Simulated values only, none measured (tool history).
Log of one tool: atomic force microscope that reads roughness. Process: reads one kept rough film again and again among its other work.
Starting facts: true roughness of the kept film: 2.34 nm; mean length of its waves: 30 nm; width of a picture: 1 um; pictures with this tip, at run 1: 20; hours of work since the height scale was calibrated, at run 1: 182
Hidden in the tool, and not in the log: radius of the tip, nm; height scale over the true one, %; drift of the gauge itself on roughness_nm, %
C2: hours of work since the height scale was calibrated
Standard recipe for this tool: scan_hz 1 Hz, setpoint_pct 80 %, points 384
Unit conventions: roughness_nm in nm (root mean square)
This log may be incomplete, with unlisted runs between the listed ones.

Run 1, hour 0: usual settings; pictures with this tip 20; C2 182. Result: roughness_nm 1.936 nm (root mean square).
At hour 25.3: new tip fitted.
Run 2, hour 29.2: usual settings; pictures with this tip 9; C2 203. Result: roughness_nm 1.984 nm (root mean square).
At hour 58.8: new tip fitted.
Run 3, hour 68.4: usual settings; pictures with this tip 21; C2 232. Result: roughness_nm 1.908 nm (root mean square).
At hour 92.2: new tip fitted.
Run 4, hour 94.2: usual settings; pictures with this tip 4; C2 251. Result: roughness_nm 1.979 nm (root mean square).
At hour 98.7: height scale calibrated on a step standard.
Run 5, hour 123.7: usual settings; pictures with this tip 66; C2 19. Result: roughness_nm 1.771 nm (root mean square).
At hour 128.1: new tip fitted.
Run 6, hour 146.3: usual settings but scan_hz 0.82 Hz, setpoint_pct 65 %, points 911; pictures with this tip 40; C2 35. Result: roughness_nm 1.905 nm (root mean square).
At hour 161.3: new tip fitted.
Run 7, hour 164.3: usual settings but scan_hz 3.01 Hz, setpoint_pct 76 %, points 911; pictures with this tip 6; C2 48. Result: roughness_nm 1.893 nm (root mean square).
At hour 193.4: height scale calibrated on a step standard, once more.
At hour 196.2: new tip fitted.
Run 8, hour 203.3: usual settings but scan_hz 1.97 Hz, setpoint_pct 89 %, points 555; pictures with this tip 16; C2 7. Result: roughness_nm 1.826 nm (root mean square).
Run 9, hour 221.8: usual settings but scan_hz 3.64 Hz, setpoint_pct 63 %, points 981; pictures with this tip 56; C2 21. Result: roughness_nm 1.815 nm (root mean square).
At hour 230.9: new tip fitted.
Run 10, hour 246.8: usual settings but scan_hz 3.64 Hz, setpoint_pct 63 %, points 981; pictures with this tip 34; C2 39. Result: roughness_nm 1.856 nm (root mean square).

Below, each run's measurement less what the same run would have read without the hidden state. Both values contain the same run-to-run variation, but the gauge's scatter may not be the same in both:
run  roughness_nm
  1        -0.085
  2        -0.048
  3          -0.1
  4        -0.026
  5        -0.231
  6         -0.18
  7        -0.031
  8        -0.055
  9        -0.186
 10        -0.139

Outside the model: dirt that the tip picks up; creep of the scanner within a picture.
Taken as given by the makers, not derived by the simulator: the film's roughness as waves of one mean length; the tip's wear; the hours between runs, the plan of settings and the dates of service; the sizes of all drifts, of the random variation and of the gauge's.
